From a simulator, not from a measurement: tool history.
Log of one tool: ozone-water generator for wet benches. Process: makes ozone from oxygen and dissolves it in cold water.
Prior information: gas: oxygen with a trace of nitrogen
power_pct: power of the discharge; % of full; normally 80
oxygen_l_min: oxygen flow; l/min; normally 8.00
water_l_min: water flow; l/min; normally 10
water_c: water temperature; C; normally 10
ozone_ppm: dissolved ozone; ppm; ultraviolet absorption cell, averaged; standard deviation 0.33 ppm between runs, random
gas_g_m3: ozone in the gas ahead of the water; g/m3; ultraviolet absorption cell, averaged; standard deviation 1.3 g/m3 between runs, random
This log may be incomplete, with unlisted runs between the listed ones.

run   hour  power_pct  oxygen_l_min  water_l_min  water_c  ozone_ppm  gas_g_m3
  1    0.0         80          8.00           10       10       50.9     231.7
  2   46.3         80          8.00           10       10       50.4     229.6
  3   98.0         91          8.00           10       10       56.6     253.6
  4  158.8         41          8.00           10       10       28.6     130.7
  5  201.6         80          8.00           13       10       44.8     229.4
  6  237.6         80          8.00           13       10       43.9     230.9
  7  274.6         80          8.00           13       10       44.3     227.4
  8  323.0         80          8.00           13       10       44.4     229.0
  9  372.2         80          8.00           10       14       46.1     229.9
 10  420.9         80          8.00           10       14       45.5     229.1
 11  473.6         80          8.00           10        8       51.6     228.9
 12  502.1         45          4.62            7        6       42.2     182.7
 13  561.5         47         13.20            7        6       36.7     117.2
 14  593.3         63         10.49            9       10       40.9     166.1
 15  643.6         67          8.00            9       10       45.4     198.5
 16  700.9         80          5.76           14       10       41.7     261.5
 17  727.5         80          5.76           14       10       42.4     266.6
 18  781.8         61          5.30           10       10       40.7     218.5
 19  828.8         46          8.00           10       10       31.3     143.5
 20  893.6         46          8.00           10       10       31.7     143.2

Each row is a separate what-if for the run after 20, all from the same tool condition, not one after another. Results?
  A  943.3         47          4.42            8       10          ?         ?
  B  943.3         46          5.36            7       16          ?         ?
  C  943.3         46          9.44           10       10          ?         ?
  D  943.3         46          8.00           10       10          ?         ?
  E  943.3         46          8.00           11       10          ?         ?

run  ozone_ppm  gas_g_m3
  A       37.4     190.1
  B       34.1     170.7
  C       30.5     133.6
  D       31.5     143.5
  E       30.2     143.8
The same runs, with their run-to-run variation unchanged, on a tool lacking any hidden condition would have given:
run  ozone_ppm  gas_g_m3
  A       39.0     191.8
  B       35.6     172.2
  C       31.9     134.7
  D       33.0     144.7
  E       31.6     145.0

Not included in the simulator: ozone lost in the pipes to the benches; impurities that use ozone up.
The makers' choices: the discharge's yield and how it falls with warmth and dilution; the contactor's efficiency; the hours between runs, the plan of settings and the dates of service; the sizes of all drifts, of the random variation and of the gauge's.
